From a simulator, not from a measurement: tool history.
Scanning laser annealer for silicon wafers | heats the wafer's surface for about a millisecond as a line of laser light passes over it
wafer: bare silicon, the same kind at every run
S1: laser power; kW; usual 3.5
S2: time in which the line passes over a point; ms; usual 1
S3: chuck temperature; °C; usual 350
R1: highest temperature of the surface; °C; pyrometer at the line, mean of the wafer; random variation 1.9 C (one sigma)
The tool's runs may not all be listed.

Run 1, hour 0: usual settings. Result: R1 1087 °C.
Run 2, hour 43: usual settings. Result: R1 1086 °C.
Run 3, hour 84.3: usual settings. Result: R1 1084 °C.
Run 4, hour 150.8: usual settings. Result: R1 1081 °C.
At hour 197.5: optics aligned, line set to its width.
Run 5, hour 225.4: usual settings. Result: R1 1103 °C.
Run 6, hour 282.2: usual settings. Result: R1 1107 °C.
Run 7, hour 342.2: usual settings. Result: R1 1100 °C.
At hour 354.7: window over the wafer cleaned.
Run 8, hour 428.9: usual settings. Result: R1 1116 °C.
Run 9, hour 491.8: usual settings. Result: R1 1114 °C.
Run 10, hour 546.5: usual settings but S2 0.84 ms. Result: R1 1052 °C.
Run 11, hour 625: usual settings. Result: R1 1107 °C.
Run 12, hour 669.3: usual settings. Result: R1 1106 °C.
Run 13, hour 731.7: usual settings. Result: R1 1107 °C.
Run 14, hour 790.1: usual settings. Result: R1 1106 °C.
Run 15, hour 855.3: usual settings. Result: R1 1107 °C.
Run 16, hour 915.9: usual settings. Result: R1 1104 °C.
Run 17, hour 957.3: usual settings. Result: R1 1096 °C.
Run 18, hour 1005.5: usual settings. Result: R1 1102 °C.
Run 19, hour 1083.1: usual settings but S1 3.55 kW. Result: R1 1112 °C.
Run 20, hour 1151.4: usual settings but S1 3.55 kW. Result: R1 1111 °C.
Run 21, hour 1202.2: usual settings but S1 3.55 kW. Result: R1 1107 °C.
Run 22, hour 1246.6: usual settings but S1 3.844 kW, S2 1.11 ms, S3 380 °C. Result: R1 1261 °C.
Run 23, hour 1317.6: usual settings but S1 3.301 kW, S2 1.18 ms. Result: R1 1090 °C.
Run 24, hour 1394.3: usual settings but S1 3.431 kW, S2 1.03 ms, S3 361 °C. Result: R1 1091 °C.
Run 25, hour 1468.7: usual settings but S2 0.77 ms, S3 337 °C. Result: R1 992 °C.
Run 26, hour 1554.1: usual settings but S2 1.13 ms, S3 362 °C. Result: R1 1139 °C.
Run 27, hour 1600.2: usual settings but S1 3.324 kW, S3 354 °C. Result: R1 1041 °C.
Run 28, hour 1677.7: usual settings but S1 3.101 kW. Result: R1 972 °C.
At hour 1714.2: window over the wafer cleaned.
Run 29, hour 1733.4: usual settings but S1 3.272 kW, S2 1.24 ms. Result: R1 1102 °C.
Run 30, hour 1785.6: usual settings but S1 3.521 kW, S2 0.71 ms, S3 318 °C. Result: R1 961 °C.
Run 31, hour 1825: usual settings but S1 2.977 kW, S2 1.19 ms. Result: R1 999 °C.
At hour 1851.4: optics aligned, line set to its width.
Run 32, hour 1868.5: usual settings but S1 3.45 kW, S2 1.06 ms, S3 326 °C. Result: R1 1099 °C.
Run 33, hour 1938.7: usual settings but S1 3.048 kW, S2 1.11 ms. Result: R1 1019 °C.
Run 34, hour 1995.5: usual settings but S1 3.048 kW, S2 1.11 ms. Result: R1 1020 °C.
Run 35, hour 2062.9: usual settings but S1 3.599 kW, S2 0.77 ms, S3 343 °C. Result: R1 1044 °C.

Hidden state or all else? Some run-to-run changes of R1, split into what the settings, what came in and random variation would give without the hidden state, and what is left for the hidden state (with any gauge scatter that isn't in both results):
The hidden state here: light that passes the window, % of a clean one's; laser's true power over the reading, %; width of the line over the set one, %; drift of the gauge itself on peak_c, C.
Run 4 -> 5: optics aligned, line set to its width. R1 +22 °C: hidden state +23, all else -1.
Run 7 -> 8: window over the wafer cleaned. R1 +16 °C: hidden state +13, all else +3.
Run 21 -> 22: S1 3.55 -> 3.844, S2 1 -> 1.11, S3 350 -> 380. R1 +154 °C: hidden state -6, all else +160.
Run 22 -> 23: S1 3.844 -> 3.301, S2 1.11 -> 1.18, S3 380 -> 350. R1 -171 °C: hidden state +3, all else -174.
Run 25 -> 26: S2 0.77 -> 1.13, S3 337 -> 362. R1 +147 °C: hidden state -6, all else +153.
Run 31 -> 32: S1 2.977 -> 3.45, S2 1.19 -> 1.06, S3 350 -> 326, optics aligned, line set to its width. R1 +100 °C: hidden state +21, all else +79.
